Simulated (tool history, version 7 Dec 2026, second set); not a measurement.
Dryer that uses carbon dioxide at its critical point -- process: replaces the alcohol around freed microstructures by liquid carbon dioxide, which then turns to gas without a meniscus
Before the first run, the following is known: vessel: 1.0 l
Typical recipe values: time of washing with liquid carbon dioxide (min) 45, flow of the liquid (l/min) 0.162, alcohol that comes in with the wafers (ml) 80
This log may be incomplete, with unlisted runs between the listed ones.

run	hour	time of washing with liquid carbon dioxide (min)	flow of the liquid (l/min)	alcohol that comes in with the wafers (ml)	alcohol left in the vessel before it's heated (ppm by volume)
1	0.0	45	0.162	80	741
# hour 4.9: inlet filter changed
2	17.5	45	0.162	80	437
3	26.4	45	0.162	80	418
4	43.2	45	0.162	80	436
5	52.7	45	0.162	80	439
6	72.1	45	0.162	116	656
7	85.5	45	0.162	116	692
8	104.8	45	0.162	116	699
9	123.2	45	0.162	116	701
10	142.1	45	0.162	79	491
11	155.3	45	0.162	79	498
12	171.9	45	0.162	80	504
13	190.7	45	0.162	80	520
14	199.3	45	0.162	80	522
15	207.6	39	0.163	31	392
16	223.4	39	0.163	31	406
17	238.4	62	0.127	20	104
18	252.3	62	0.127	51	266
19	260.2	32	0.182	80	1427
20	272.4	32	0.182	80	1471
21	291.4	32	0.182	80	1432
22	302.2	32	0.182	80	1495
23	318.8	32	0.182	80	1544
24	332.6	32	0.182	80	1512
25	349.0	40	0.217	23	85
26	357.0	45	0.228	80	91
27	374.2	45	0.228	80	90

4 ways to go on from here, each from the tool as it stands after run 27. What would each give?
A	391.8	45	0.189	68	?
B	391.8	45	0.120	110	?
C	391.8	28	0.229	80	?
D	391.8	36	0.228	80	?

run	alcohol left in the vessel before it's heated (ppm by volume)
A	240
B	3196
C	1029
D	327
Without the tool's hidden state the same runs would have given:
run	alcohol left in the vessel before it's heated (ppm by volume)
A	143
B	2397
C	719
D	202
